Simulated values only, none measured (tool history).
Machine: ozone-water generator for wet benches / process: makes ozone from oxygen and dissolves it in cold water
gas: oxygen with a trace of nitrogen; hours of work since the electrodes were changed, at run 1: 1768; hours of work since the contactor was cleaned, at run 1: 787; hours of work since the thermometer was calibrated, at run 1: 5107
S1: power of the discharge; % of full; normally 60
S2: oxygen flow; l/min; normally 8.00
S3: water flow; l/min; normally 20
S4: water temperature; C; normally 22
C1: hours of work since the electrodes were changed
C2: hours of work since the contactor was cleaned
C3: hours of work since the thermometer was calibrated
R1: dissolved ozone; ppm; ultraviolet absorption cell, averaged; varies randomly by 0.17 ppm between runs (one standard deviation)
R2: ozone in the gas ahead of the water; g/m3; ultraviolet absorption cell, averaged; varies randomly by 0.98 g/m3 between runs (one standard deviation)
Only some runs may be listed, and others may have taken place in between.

run	hour	S1	S2	S3	S4	C1	C2	C3	R1	R2
1	0.0	60	8.00	20	22	1768	787	5107	22.5	168.5
2	60.2	60	8.00	31	22	1812	832	5151	15.9	165.8
3	129.5	60	8.00	31	22	1864	884	5203	15.8	168.1
4	186.8	64	8.00	20	22	1907	927	5246	23.7	175.4
5	262.2	60	8.00	20	22	1963	983	5302	22.5	169.0
# hour 336.1: water thermometer calibrated
6	336.1	60	9.34	20	22	2018	1037	0	21.9	154.3
7	406.9	60	8.00	20	16	2070	1090	53	24.7	166.4
8	456.4	60	8.00	20	16	2107	1127	90	24.9	168.0
9	555.6	60	8.00	20	16	2181	1201	163	24.8	166.5
10	675.0	60	8.00	20	17	2270	1290	252	24.8	165.7
11	726.1	60	8.00	20	17	2308	1328	290	24.3	167.8
12	801.8	60	8.00	20	17	2364	1384	347	24.3	167.5
13	858.2	60	8.00	20	22	2406	1426	389	22.6	167.5
14	968.7	73	8.00	20	22	2489	1508	471	26.5	197.1
15	1081.2	73	8.00	20	17	2572	1592	555	28.9	197.1
16	1156.4	60	4.55	20	22	2628	1648	611	22.7	223.7
17	1230.0	60	4.55	20	22	2683	1703	666	22.8	225.1
18	1283.7	60	4.55	20	22	2723	1743	706	22.8	223.0
19	1347.9	60	4.55	20	22	2771	1791	753	22.7	223.9
20	1456.8	45	6.59	26	22	2852	1872	835	14.4	144.0
21	1506.3	57	8.00	20	20	2889	1909	871	22.4	160.6
22	1619.9	59	5.71	23	18	2973	1993	956	21.2	195.0
23	1726.6	59	5.71	23	18	3053	2073	1035	21.2	195.8
24	1825.3	60	4.67	20	22	3126	2146	1109	23.0	219.7
25	1891.4	60	4.67	20	22	3176	2195	1158	22.7	219.3
26	1957.4	60	4.67	20	22	3225	2245	1207	22.8	221.7
27	2043.1	70	6.48	20	23	3289	2308	1271	25.8	213.2
28	2161.8	40	4.84	22	17	3377	2397	1359	16.0	153.4
29	2217.8	40	4.84	22	17	3419	2439	1401	16.0	153.8
30	2325.0	45	8.00	25	14	3499	2518	1481	16.8	131.3
31	2384.4	60	4.28	20	16	3543	2563	1525	24.9	232.5
32	2483.0	60	4.28	20	30	3616	2636	1599	20.0	232.0

Below are 3 alternative next runs, each starting from the tool's condition after run 32. Predict each:
A	2576.3	84	9.58	20	30	3686	2706	1668	?	?
B	2576.3	60	9.42	17	18	3686	2706	1668	?	?
C	2576.3	60	10.36	20	15	3686	2706	1668	?	?

run	R1	R2
A	24.2	203.1
B	26.8	153.3
C	24.9	147.4
Without the tool's hidden state the same runs would have given:
run	R1	R2
A	24.2	203.3
B	26.9	153.4
C	24.9	147.5

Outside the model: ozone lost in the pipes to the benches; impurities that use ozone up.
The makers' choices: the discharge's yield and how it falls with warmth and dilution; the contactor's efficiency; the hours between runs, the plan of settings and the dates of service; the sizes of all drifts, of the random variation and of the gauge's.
